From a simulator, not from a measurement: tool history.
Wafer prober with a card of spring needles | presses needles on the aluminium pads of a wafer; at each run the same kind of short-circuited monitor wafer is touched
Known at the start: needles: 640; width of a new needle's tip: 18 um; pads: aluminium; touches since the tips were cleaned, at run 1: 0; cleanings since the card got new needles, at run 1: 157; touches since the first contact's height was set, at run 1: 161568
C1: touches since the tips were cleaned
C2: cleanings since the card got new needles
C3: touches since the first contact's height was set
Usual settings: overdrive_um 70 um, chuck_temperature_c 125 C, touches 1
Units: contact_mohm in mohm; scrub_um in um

Run 1, day 0.000: usual settings; C1 0; C2 157; C3 161568. Result: contact_mohm 236 mohm, scrub_um 13.30 um.
At day 0.775: tips cleaned on abrasive film.
At day 1.558: tips cleaned on abrasive film.
At day 2.329: tips cleaned on abrasive film.
At day 2.958: tips cleaned on abrasive film.
Run 2, day 3.508: usual settings but touches 2; C1 4858; C2 161; C3 192427. Result: contact_mohm 236 mohm, scrub_um 13.30 um.
At day 3.667: tips cleaned on abrasive film.
At day 4.433: tips cleaned on abrasive film.
At day 5.212: tips cleaned on abrasive film.
At day 5.992: tips cleaned on abrasive film.
At day 6.150: height of the first contact set anew.
Run 3, day 6.162: usual settings; C1 1373; C2 165; C3 94. Result: contact_mohm 236 mohm, scrub_um 13.21 um.
At day 6.633: tips cleaned on abrasive film.
At day 7.404: tips cleaned on abrasive film.
Run 4, day 7.629: usual settings; C1 1964; C2 167; C3 12980. Result: contact_mohm 237 mohm, scrub_um 13.22 um.
At day 8.100: tips cleaned on abrasive film.
At day 8.867: tips cleaned on abrasive film.
At day 9.638: tips cleaned on abrasive film.
Run 5, day 9.833: usual settings but touches 2; C1 1736; C2 170; C3 32368. Result: contact_mohm 240 mohm, scrub_um 13.27 um.
At day 10.304: tips cleaned on abrasive film.
At day 10.929: tips cleaned on abrasive film.
At day 11.712: tips cleaned on abrasive film.
At day 12.488: tips cleaned on abrasive film.
Run 6, day 12.967: usual settings but touches 2; C1 4238; C2 174; C3 59936. Result: contact_mohm 234 mohm, scrub_um 13.21 um.
At day 13.125: tips cleaned on abrasive film.
At day 13.908: tips cleaned on abrasive film.
At day 14.692: tips cleaned on abrasive film.
Run 7, day 15.062: usual settings; C1 3298; C2 177; C3 78366. Result: contact_mohm 240 mohm, scrub_um 13.23 um.
At day 15.379: tips cleaned on abrasive film.
At day 16.162: tips cleaned on abrasive film.
At day 16.929: tips cleaned on abrasive film.
Run 8, day 17.350: usual settings; C1 3716; C2 180; C3 98458. Result: contact_mohm 243 mohm, scrub_um 13.20 um.
At day 17.667: tips cleaned on abrasive film.
At day 18.292: tips cleaned on abrasive film.
At day 19.075: tips cleaned on abrasive film.
At day 19.700: tips cleaned on abrasive film.
Run 9, day 20.175: usual settings; C1 4182; C2 184; C3 123277. Result: contact_mohm 240 mohm, scrub_um 13.18 um.
At day 20.333: tips cleaned on abrasive film.
At day 21.100: tips cleaned on abrasive film.
At day 21.867: tips cleaned on abrasive film.
Run 10, day 22.158: usual settings; C1 2560; C2 187; C3 140706. Result: contact_mohm 239 mohm, scrub_um 13.16 um.
At day 22.629: tips cleaned on abrasive film.
At day 23.400: tips cleaned on abrasive film.
At day 24.029: tips cleaned on abrasive film.
At day 24.796: tips cleaned on abrasive film.
At day 25.458: tips cleaned on abrasive film.
Run 11, day 25.458: usual settings; C1 0; C2 192; C3 169709. Result: contact_mohm 239 mohm, scrub_um 13.13 um.
At day 26.242: tips cleaned on abrasive film.
At day 27.021: tips cleaned on abrasive film.
At day 27.650: tips cleaned on abrasive film.
At day 28.412: tips cleaned on abrasive film.
Run 12, day 28.483: usual settings; C1 633; C2 196; C3 196315. Result: contact_mohm 238 mohm, scrub_um 13.13 um.
At day 28.796: gauge calibrated.
At day 29.112: tips cleaned on abrasive film.
At day 29.892: tips cleaned on abrasive film.
At day 30.671: tips cleaned on abrasive film.
At day 30.683: height of the first contact set anew.
At day 31.429: tips cleaned on abrasive film.
Run 13, day 31.429: usual settings; C1 0; C2 200; C3 6536. Result: contact_mohm 238 mohm, scrub_um 13.24 um.
At day 32.208: tips cleaned on abrasive film.
At day 32.983: tips cleaned on abrasive film.
Run 14, day 33.592: usual settings; C1 5390; C2 202; C3 25592. Result: contact_mohm 238 mohm, scrub_um 13.33 um.
At day 33.750: tips cleaned on abrasive film.
At day 34.379: tips cleaned on abrasive film.
At day 35.158: tips cleaned on abrasive film.
Run 15, day 35.233: usual settings but overdrive_um 67 um, chuck_temperature_c 89 C, touches 2; C1 655; C2 205; C3 40005. Result: contact_mohm 230 mohm, scrub_um 12.66 um.
At day 35.862: tips cleaned on abrasive film.
At day 36.642: tips cleaned on abrasive film.
Run 16, day 36.762: usual settings but overdrive_um 67 um, chuck_temperature_c 89 C, touches 2; C1 1074; C2 207; C3 53460. Result: contact_mohm 231 mohm, scrub_um 12.67 um.
At day 37.392: tips cleaned on abrasive film.
At day 38.175: tips cleaned on abrasive film.
At day 38.954: tips cleaned on abrasive film.
Run 17, day 39.521: usual settings but overdrive_um 54 um, chuck_temperature_c 32 C; C1 5004; C2 210; C3 77725. Result: contact_mohm 219 mohm, scrub_um 10.22 um.
At day 39.679: tips cleaned on abrasive film.
At day 40.458: tips cleaned on abrasive film.
At day 41.242: tips cleaned on abrasive film.
Run 18, day 41.271: usual settings but overdrive_um 54 um, chuck_temperature_c 32 C; C1 262; C2 213; C3 93086. Result: contact_mohm 219 mohm, scrub_um 10.21 um.
At day 41.896: tips cleaned on abrasive film.
At day 42.675: tips cleaned on abrasive film.
At day 43.454: tips cleaned on abrasive film.
At day 44.200: tips cleaned on abrasive film.
Run 19, day 44.200: usual settings but overdrive_um 54 um, chuck_temperature_c 32 C; C1 0; C2 217; C3 118852. Result: contact_mohm 219 mohm, scrub_um 10.19 um.
At day 44.979: tips cleaned on abrasive film.
At day 45.754: tips cleaned on abrasive film.
Run 20, day 45.788: usual settings but overdrive_um 51 um, chuck_temperature_c 98 C, touches 3; C1 288; C2 219; C3 132780. Result: contact_mohm 244 mohm, scrub_um 9.57 um.
At day 46.412: tips cleaned on abrasive film.
At day 47.038: tips cleaned on abrasive film.
At day 47.821: tips cleaned on abrasive film.
Run 21, day 47.946: usual settings but overdrive_um 51 um, chuck_temperature_c 38 C, touches 2; C1 1094; C2 222; C3 151756. Result: contact_mohm 226 mohm, scrub_um 9.60 um.
At day 48.567: tips cleaned on abrasive film.
At day 49.192: tips cleaned on abrasive film.
Run 22, day 49.567: usual settings but overdrive_um 51 um, chuck_temperature_c 38 C, touches 2; C1 3322; C2 224; C3 166039. Result: contact_mohm 217 mohm, scrub_um 9.59 um.
At day 49.883: tips cleaned on abrasive film.
At day 50.667: tips cleaned on abrasive film.
At day 51.438: tips cleaned on abrasive film.
At day 52.221: tips cleaned on abrasive film.
Run 23, day 52.833: usual settings but overdrive_um 51 um, chuck_temperature_c 38 C, touches 2; C1 5411; C2 228; C3 194748. Result: contact_mohm 222 mohm, scrub_um 9.54 um.
At day 52.992: tips cleaned on abrasive film.
At day 53.775: tips cleaned on abrasive film.
Run 24, day 54.392: usual settings but overdrive_um 51 um, chuck_temperature_c 38 C, touches 2; C1 5476; C2 230; C3 208479. Result: contact_mohm 222 mohm, scrub_um 9.62 um.
At day 54.554: tips cleaned on abrasive film.
At day 55.188: height of the first contact set anew.
At day 55.333: tips cleaned on abrasive film.
At day 56.117: tips cleaned on abrasive film.
Run 25, day 56.392: usual settings but chuck_temperature_c 27 C; C1 2424; C2 233; C3 10565. Result: contact_mohm 215 mohm, scrub_um 13.08 um.

Forecast run 26:
At day 56.862: tips cleaned on abrasive film.
At day 57.642: tips cleaned on abrasive film.
At day 58.425: tips cleaned on abrasive film.
At day 59.208: tips cleaned on abrasive film.
Run 26, day 59.396: usual settings but overdrive_um 88 um, chuck_temperature_c 63 C; C1 1673; C2 237; C3 36995. Result: contact_mohm ?, scrub_um ?.

Run 26 gave contact_mohm 220 mohm, scrub_um 16.45 um.
Without the tool's hidden state the same run would have given contact_mohm 220 mohm, scrub_um 16.67 um.

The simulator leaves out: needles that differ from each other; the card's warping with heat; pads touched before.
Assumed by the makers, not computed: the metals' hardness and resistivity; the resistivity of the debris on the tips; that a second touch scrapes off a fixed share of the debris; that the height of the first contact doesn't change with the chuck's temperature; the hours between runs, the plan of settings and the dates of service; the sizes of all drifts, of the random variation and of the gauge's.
